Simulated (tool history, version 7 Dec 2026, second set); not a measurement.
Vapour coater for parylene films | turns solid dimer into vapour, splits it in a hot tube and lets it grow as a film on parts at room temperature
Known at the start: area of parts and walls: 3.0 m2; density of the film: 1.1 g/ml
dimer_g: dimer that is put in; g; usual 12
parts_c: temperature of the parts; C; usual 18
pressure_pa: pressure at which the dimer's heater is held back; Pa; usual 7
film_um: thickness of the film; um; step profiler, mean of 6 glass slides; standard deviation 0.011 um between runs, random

{"run": 1, "hour": 0.0, "dimer_g": 12, "parts_c": 18, "pressure_pa": 7, "film_um": 1.73}
{"run": 2, "hour": 13.0, "dimer_g": 12, "parts_c": 18, "pressure_pa": 2.11, "film_um": 2.31}
{"run": 3, "hour": 26.3, "dimer_g": 12, "parts_c": 18, "pressure_pa": 7, "film_um": 1.71}
{"run": 4, "hour": 39.7, "dimer_g": 12, "parts_c": 18, "pressure_pa": 7, "film_um": 1.7}
{"run": 5, "hour": 57.1, "dimer_g": 12, "parts_c": 18, "pressure_pa": 7, "film_um": 1.67}
{"run": 6, "hour": 72.7, "dimer_g": 12, "parts_c": 18, "pressure_pa": 7, "film_um": 1.68}
{"hour": 82.9, "done": "trap's valve overhauled"}
{"run": 7, "hour": 93.5, "dimer_g": 12, "parts_c": 18, "pressure_pa": 7, "film_um": 1.94}
{"run": 8, "hour": 102.9, "dimer_g": 12, "parts_c": 18, "pressure_pa": 7, "film_um": 1.9}
{"run": 9, "hour": 120.4, "dimer_g": 12, "parts_c": 18, "pressure_pa": 7, "film_um": 1.88}
{"run": 10, "hour": 130.8, "dimer_g": 12, "parts_c": 15, "pressure_pa": 10.5, "film_um": 1.84}
{"run": 11, "hour": 145.3, "dimer_g": 12, "parts_c": 11, "pressure_pa": 10.5, "film_um": 1.96}
{"run": 12, "hour": 163.2, "dimer_g": 11, "parts_c": 17, "pressure_pa": 7, "film_um": 1.75}
{"run": 13, "hour": 178.8, "dimer_g": 8, "parts_c": 18, "pressure_pa": 8.64, "film_um": 1.18}

Alternative continuations, all from the tool just after run 13; predict every row:
{"run": "A", "hour": 195.4, "dimer_g": 20, "parts_c": 23, "pressure_pa": 11.08, "film_um": "?"}
{"run": "B", "hour": 195.4, "dimer_g": 8, "parts_c": 18, "pressure_pa": 6.49, "film_um": "?"}
{"run": "C", "hour": 195.4, "dimer_g": 12, "parts_c": 18, "pressure_pa": 6.12, "film_um": "?"}
{"run": "D", "hour": 195.4, "dimer_g": 6, "parts_c": 24, "pressure_pa": 9, "film_um": "?"}

run=A film_um=2.44
run=B film_um=1.24
run=C film_um=1.9
run=D film_um=0.75
Without the tool's hidden state the same runs would have given:
run=A film_um=2.53
run=B film_um=1.29
run=C film_um=1.97
run=D film_um=0.78
